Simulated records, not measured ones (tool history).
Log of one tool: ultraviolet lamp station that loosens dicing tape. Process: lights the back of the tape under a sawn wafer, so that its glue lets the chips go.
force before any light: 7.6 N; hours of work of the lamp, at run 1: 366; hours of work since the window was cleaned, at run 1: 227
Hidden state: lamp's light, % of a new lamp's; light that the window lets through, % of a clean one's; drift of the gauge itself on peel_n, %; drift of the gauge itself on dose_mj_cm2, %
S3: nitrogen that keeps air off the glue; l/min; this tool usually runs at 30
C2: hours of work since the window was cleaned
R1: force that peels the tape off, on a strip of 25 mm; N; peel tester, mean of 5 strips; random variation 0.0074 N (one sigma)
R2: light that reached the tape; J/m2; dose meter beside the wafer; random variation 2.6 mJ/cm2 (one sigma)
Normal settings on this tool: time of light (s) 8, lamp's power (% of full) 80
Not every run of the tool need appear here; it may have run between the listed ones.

Run 1, hour 0: usual settings; hours of work of the lamp 366; C2 227. Result: R1 0.327 N, R2 2730 J/m2.
Run 2, hour 15.3: usual settings; hours of work of the lamp 375; C2 237. Result: R1 0.344 N, R2 2750 J/m2.
Run 3, hour 24.7: usual settings; hours of work of the lamp 381; C2 243. Result: R1 0.348 N, R2 2750 J/m2.
Run 4, hour 34.6: usual settings but time of light (s) 6; hours of work of the lamp 387; C2 249. Result: R1 0.585 N, R2 2050 J/m2.
Run 5, hour 44.4: usual settings but time of light (s) 6; hours of work of the lamp 393; C2 255. Result: R1 0.577 N, R2 2020 J/m2.
Run 6, hour 58.2: usual settings but time of light (s) 6; hours of work of the lamp 402; C2 263. Result: R1 0.606 N, R2 2030 J/m2.
At hour 59.5: window cleaned of glue's vapour.
Run 7, hour 65.4: usual settings but time of light (s) 6; hours of work of the lamp 406; C2 4. Result: R1 0.603 N, R2 2050 J/m2.
Run 8, hour 80.7: usual settings but time of light (s) 4, S3 25 l/min; hours of work of the lamp 415; C2 13. Result: R1 1.463 N, R2 1300 J/m2.
Run 9, hour 88.6: usual settings but time of light (s) 5, lamp's power (% of full) 63, S3 25 l/min; hours of work of the lamp 420; C2 18. Result: R1 1.396 N, R2 1280 J/m2.
Run 10, hour 98.1: usual settings but time of light (s) 5, lamp's power (% of full) 63, S3 25 l/min; hours of work of the lamp 426; C2 24. Result: R1 1.406 N, R2 1310 J/m2.
Run 11, hour 113.4: usual settings but time of light (s) 5, lamp's power (% of full) 72, S3 56 l/min; hours of work of the lamp 436; C2 33. Result: R1 0.807 N, R2 1500 J/m2.
Run 12, hour 128: usual settings but time of light (s) 5, lamp's power (% of full) 99, S3 50 l/min; hours of work of the lamp 445; C2 42. Result: R1 0.439 N, R2 2060 J/m2.
Run 13, hour 135.7: usual settings but time of light (s) 15, lamp's power (% of full) 73, S3 14 l/min; hours of work of the lamp 449; C2 47. Result: R1 0.252 N, R2 4500 J/m2.

Predict each of these 3 candidate next runs independently; none follows another, all start after run 13:
At hour 144.9: window cleaned of glue's vapour, once more.
Run A, hour 147.4: usual settings but time of light (s) 15, lamp's power (% of full) 61, S3 19 l/min; hours of work of the lamp 456; C2 2. Result: R1 ?, R2 ?.
At hour 144.9: window cleaned of glue's vapour, once more.
Run B, hour 147.4: usual settings but time of light (s) 10, lamp's power (% of full) 85, S3 13 l/min; hours of work of the lamp 456; C2 2. Result: R1 ?, R2 ?.
At hour 144.9: window cleaned of glue's vapour, once more.
Run C, hour 147.4: usual settings but time of light (s) 15, lamp's power (% of full) 73, S3 36 l/min; hours of work of the lamp 456; C2 2. Result: R1 ?, R2 ?.

run     R1    R2
  A  0.257  3940
  B  0.322  3670
  C  0.207  4740
Without the tool's hidden state the same runs would have given:
run     R1    R2
  A  0.228  4540
  B  0.263  4230
  C  0.204  5470

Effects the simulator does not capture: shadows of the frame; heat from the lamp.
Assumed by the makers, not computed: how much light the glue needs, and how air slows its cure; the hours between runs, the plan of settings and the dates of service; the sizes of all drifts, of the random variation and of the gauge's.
